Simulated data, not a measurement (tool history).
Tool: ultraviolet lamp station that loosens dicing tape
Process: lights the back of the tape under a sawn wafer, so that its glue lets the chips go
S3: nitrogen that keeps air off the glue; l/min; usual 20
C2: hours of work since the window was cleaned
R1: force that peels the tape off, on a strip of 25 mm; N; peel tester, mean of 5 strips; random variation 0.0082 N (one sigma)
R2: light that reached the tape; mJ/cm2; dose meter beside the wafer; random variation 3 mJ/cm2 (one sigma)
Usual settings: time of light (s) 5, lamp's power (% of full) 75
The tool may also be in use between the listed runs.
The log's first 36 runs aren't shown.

{"run": 37, "day": 10.804, "time of light (s)": 2, "lamp's power (% of full)": 75, "S3": 16, "hours of work of the lamp": 501, "C2": 36, "R1": 2.321, "R2": 159}
{"run": 38, "day": 11.108, "time of light (s)": 9, "lamp's power (% of full)": 75, "S3": 13, "hours of work of the lamp": 507, "C2": 42, "R1": 0.238, "R2": 710}
{"run": 39, "day": 11.35, "time of light (s)": 3, "lamp's power (% of full)": 67, "S3": 13, "hours of work of the lamp": 511, "C2": 47, "R1": 1.536, "R2": 215}
{"run": 40, "day": 11.642, "time of light (s)": 5, "lamp's power (% of full)": 63, "S3": 20, "hours of work of the lamp": 517, "C2": 52, "R1": 0.577, "R2": 332}
{"run": 41, "day": 12.05, "time of light (s)": 5, "lamp's power (% of full)": 81, "S3": 20, "hours of work of the lamp": 525, "C2": 60, "R1": 0.347, "R2": 426}
{"run": 42, "day": 12.488, "time of light (s)": 5, "lamp's power (% of full)": 81, "S3": 20, "hours of work of the lamp": 533, "C2": 69, "R1": 0.348, "R2": 421}
{"run": 43, "day": 12.696, "time of light (s)": 5, "lamp's power (% of full)": 81, "S3": 20, "hours of work of the lamp": 537, "C2": 73, "R1": 0.34, "R2": 429}
{"run": 44, "day": 13.025, "time of light (s)": 8, "lamp's power (% of full)": 62, "S3": 11, "hours of work of the lamp": 543, "C2": 79, "R1": 0.322, "R2": 516}

4 ways to go on from here, each from the tool as it stands after run 44. What would each give?
{"run": "A", "day": 13.442, "time of light (s)": 3, "lamp's power (% of full)": 87, "S3": 11, "hours of work of the lamp": 551, "C2": 87, "R1": "?", "R2": "?"}
{"run": "B", "day": 13.442, "time of light (s)": 8, "lamp's power (% of full)": 62, "S3": 21, "hours of work of the lamp": 551, "C2": 87, "R1": "?", "R2": "?"}
{"run": "C", "day": 13.442, "time of light (s)": 5, "lamp's power (% of full)": 74, "S3": 14, "hours of work of the lamp": 551, "C2": 87, "R1": "?", "R2": "?"}
{"run": "D", "day": 13.442, "time of light (s)": 8, "lamp's power (% of full)": 62, "S3": 14, "hours of work of the lamp": 551, "C2": 87, "R1": "?", "R2": "?"}

run=A R1=1.042 R2=273
run=B R1=0.289 R2=515
run=C R1=0.479 R2=390
run=D R1=0.296 R2=512
Without the tool's hidden state the same runs would have given:
run=A R1=0.777 R2=317
run=B R1=0.261 R2=598
run=C R1=0.37 R2=452
run=D R1=0.257 R2=594
